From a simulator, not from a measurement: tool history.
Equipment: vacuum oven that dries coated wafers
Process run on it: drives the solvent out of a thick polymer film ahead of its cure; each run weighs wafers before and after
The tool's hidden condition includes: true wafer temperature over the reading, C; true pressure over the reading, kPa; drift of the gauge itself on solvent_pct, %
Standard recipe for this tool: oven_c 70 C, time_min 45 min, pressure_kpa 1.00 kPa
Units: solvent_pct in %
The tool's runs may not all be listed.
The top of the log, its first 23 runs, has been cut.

| run | day | oven_c | time_min | pressure_kpa | hours of work since the thermocouples were calibrated | hours of work since the vacuum gauge was cleaned of residue | solvent_pct |
|---|---|---|---|---|---|---|---|
| 24 | 28.858 | 70 | 45 | 0.53 | 724 | 1003 | 2.57 |
| 25 | 29.900 | 59 | 26 | 1.00 | 742 | 1021 | 9.32 |
| 26 | 31.746 | 75 | 48 | 2.43 | 773 | 1052 | 4.77 |
| 27 | 32.592 | 80 | 45 | 3.92 | 787 | 1066 | 5.78 |
| 28 | 33.658 | 74 | 45 | 0.63 | 805 | 1084 | 2.11 |
| 29 | 34.912 | 77 | 23 | 0.83 | 826 | 1105 | 3.35 |
| 30 | 36.325 | 84 | 32 | 1.59 | 850 | 1129 | 2.53 |
| 31 | 37.838 | 71 | 25 | 1.60 | 875 | 1154 | 5.91 |
| 32 | 39.158 | 75 | 45 | 0.94 | 897 | 1176 | 2.49 |
| 33 | 40.075 | 80 | 24 | 1.00 | 912 | 1192 | 2.73 |
| 34 | 41.271 | 70 | 23 | 1.00 | 933 | 1212 | 5.79 |
| 35 | 42.042 | 67 | 23 | 2.48 | 946 | 1225 | 9.35 |
| 36 | 43.404 | 67 | 23 | 2.48 | 968 | 1248 | 9.78 |

Run 37 is up next; what results do you expect?
| 37 | 45.242 | 67 | 23 | 2.48 | 999 | 1278 | ? |

solvent_pct: 9.42 %
If the tool had no hidden condition, the same run with the same run-to-run variation would have returned solvent_pct 7.74 %.
